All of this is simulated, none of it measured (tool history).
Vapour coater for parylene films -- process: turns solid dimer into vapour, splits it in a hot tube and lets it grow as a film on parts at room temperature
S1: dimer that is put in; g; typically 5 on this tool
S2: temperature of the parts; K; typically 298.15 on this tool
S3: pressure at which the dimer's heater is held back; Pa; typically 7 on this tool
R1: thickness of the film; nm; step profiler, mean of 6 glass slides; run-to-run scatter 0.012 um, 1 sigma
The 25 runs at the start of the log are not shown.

run    hour  S1      S2     S3    R1
 26  1056.5   5  301.15   6.99  1200
     1065.2  -- table's thermometer calibrated, once more
 27  1100.4   5  297.15   5.07  1410
 28  1154.8   3  298.15   3.68   870
 29  1208.3   4  298.15   3.68  1130
 30    1256   4  298.15   3.68  1150
 31  1280.1   4  298.15   3.68  1150
 32  1320.2   6  302.15   4.25  1350
 33  1362.1   4  298.15      7   990
 34  1408.8   2  298.15  11.68   440
       1430  -- trap's valve overhauled
 35  1452.5   2  298.15  11.68   460
 36  1485.7   2  298.15   2.36   660
 37    1526   2  303.15    4.6   450
 38  1567.6   3  296.15   4.66   930

4 options for the next run, each taken on its own from the tool as it stands now. Forecast them:
  A  1598.4   4  297.15  9.63   ?
  B  1598.4   2  293.15  7.36   ?
  C  1598.4   4  302.15  6.48   ?
  D  1598.4   8  298.15     7   ?

run    R1
  A   990
  B   640
  C   870
  D  2040
The same runs, with their run-to-run variation unchanged, on a tool lacking any hidden condition would have given:
run    R1
  A  1010
  B   650
  C   880
  D  2080
